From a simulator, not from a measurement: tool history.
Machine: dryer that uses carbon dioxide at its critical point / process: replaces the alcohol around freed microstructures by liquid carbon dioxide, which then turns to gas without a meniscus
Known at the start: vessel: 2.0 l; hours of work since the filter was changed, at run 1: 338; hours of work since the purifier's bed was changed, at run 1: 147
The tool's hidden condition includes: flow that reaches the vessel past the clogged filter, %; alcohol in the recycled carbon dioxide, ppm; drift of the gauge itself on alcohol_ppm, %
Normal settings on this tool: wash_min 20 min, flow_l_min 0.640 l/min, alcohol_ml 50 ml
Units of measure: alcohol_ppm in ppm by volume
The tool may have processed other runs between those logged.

| run | hour | wash_min | flow_l_min | alcohol_ml | hours of work since the filter was changed | hours of work since the purifier's bed was changed | alcohol_ppm |
|---|---|---|---|---|---|---|---|
| 1 | 0.0 | 20 | 0.640 | 50 | 338 | 147 | 122 |
| 2 | 37.3 | 20 | 0.640 | 50 | 363 | 172 | 124 |
| 3 | 73.6 | 20 | 0.640 | 50 | 388 | 196 | 131 |
| 4 | 110.5 | 20 | 0.640 | 50 | 413 | 221 | 138 |
| 5 | 140.5 | 20 | 0.640 | 50 | 433 | 241 | 142 |
|  | 157.5 | inlet filter changed |
| 6 | 189.0 | 20 | 0.640 | 50 | 21 | 273 | 127 |
| 7 | 217.9 | 20 | 0.640 | 50 | 41 | 292 | 139 |
| 8 | 268.9 | 20 | 0.640 | 50 | 75 | 327 | 142 |
| 9 | 314.8 | 20 | 0.424 | 50 | 106 | 358 | 544 |
| 10 | 339.3 | 20 | 0.424 | 50 | 122 | 374 | 577 |
| 11 | 378.9 | 20 | 0.424 | 50 | 149 | 401 | 568 |
| 12 | 428.6 | 20 | 0.895 | 32 | 182 | 434 | 102 |
| 13 | 482.1 | 20 | 0.895 | 32 | 218 | 470 | 117 |
| 14 | 518.2 | 14 | 0.593 | 73 | 242 | 494 | 954 |
| 15 | 545.1 | 24 | 0.593 | 56 | 260 | 512 | 162 |
| 16 | 590.5 | 24 | 0.593 | 56 | 291 | 543 | 170 |
| 17 | 643.5 | 20 | 0.978 | 30 | 326 | 578 | 142 |
| 18 | 673.0 | 20 | 0.447 | 26 | 346 | 598 | 369 |
| 19 | 724.0 | 19 | 0.517 | 24 | 380 | 632 | 283 |
| 20 | 775.3 | 32 | 0.866 | 96 | 415 | 667 | 154 |
| 21 | 801.8 | 14 | 0.942 | 101 | 432 | 684 | 323 |

Each row is a separate what-if for the run after 21, all from the same tool condition, not one after another. Results?
|  | 817.7 | inlet filter changed |
| A | 852.2 | 14 | 0.942 | 63 | 23 | 718 | ? |
|  | 817.7 | inlet filter changed |
| B | 852.2 | 20 | 0.515 | 50 | 23 | 718 | ? |
|  | 817.7 | inlet filter changed |
| C | 852.2 | 20 | 0.544 | 50 | 23 | 718 | ? |
|  | 817.7 | inlet filter changed |
| D | 852.2 | 26 | 0.524 | 24 | 23 | 718 | ? |

| run | alcohol_ppm |
|---|---|
| A | 252 |
| B | 358 |
| C | 314 |
| D | 178 |
Take away the tool's hidden state, keep each run's random variation, and the runs would have read:
| run | alcohol_ppm |
|---|---|
| A | 91 |
| B | 190 |
| C | 150 |
| D | 17 |
